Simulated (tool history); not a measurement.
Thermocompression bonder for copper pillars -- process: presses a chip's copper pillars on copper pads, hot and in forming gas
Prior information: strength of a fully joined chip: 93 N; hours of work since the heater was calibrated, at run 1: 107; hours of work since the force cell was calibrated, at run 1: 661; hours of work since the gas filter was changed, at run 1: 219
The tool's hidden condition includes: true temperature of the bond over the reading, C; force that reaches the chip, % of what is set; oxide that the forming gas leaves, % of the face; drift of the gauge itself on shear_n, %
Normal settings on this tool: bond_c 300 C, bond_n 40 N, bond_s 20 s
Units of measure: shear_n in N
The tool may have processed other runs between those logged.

run,hour,bond_c,bond_n,bond_s,hours of work since the heater was calibrated,hours of work since the force cell was calibrated,hours of work since the gas filter was changed,shear_n
1,0.0,300,40,20,107,661,219,43.7
2,16.4,300,40,20,118,672,230,44.3
3,41.4,300,40,20,135,689,247,43.2
4,76.2,300,40,20,157,711,269,42.2
5,99.1,300,40,20,172,726,284,43.5
6,123.1,300,40,20,188,742,300,43.1
7,137.8,300,59,20,198,752,310,57.7
8,162.8,300,59,20,214,768,326,58.0
# hour 181.8: force cell calibrated
9,188.2,300,59,20,230,4,342,59.2
10,217.8,300,59,20,249,24,361,60.5
11,237.6,300,59,20,262,37,374,59.2
# hour 265.7: forming gas filter changed
12,269.6,300,59,20,283,57,3,61.2
13,301.0,301,30,46,304,78,23,46.9
14,319.2,301,30,46,316,90,35,46.5
15,338.6,301,30,46,328,103,48,47.6
16,357.7,300,40,17,341,115,60,42.2
17,386.4,300,40,17,360,134,79,41.8
18,420.7,300,40,17,382,156,102,40.2
19,439.8,300,40,20,395,169,114,44.2
20,473.3,315,48,14,417,191,136,53.8

What will run 21 give?
21,506.8,315,48,14,439,213,158,?

Logged for run 21: shear_n 54.1 N.
With the hidden condition absent and the run-to-run variation left alone, this run would have shown shear_n 60.4 N.
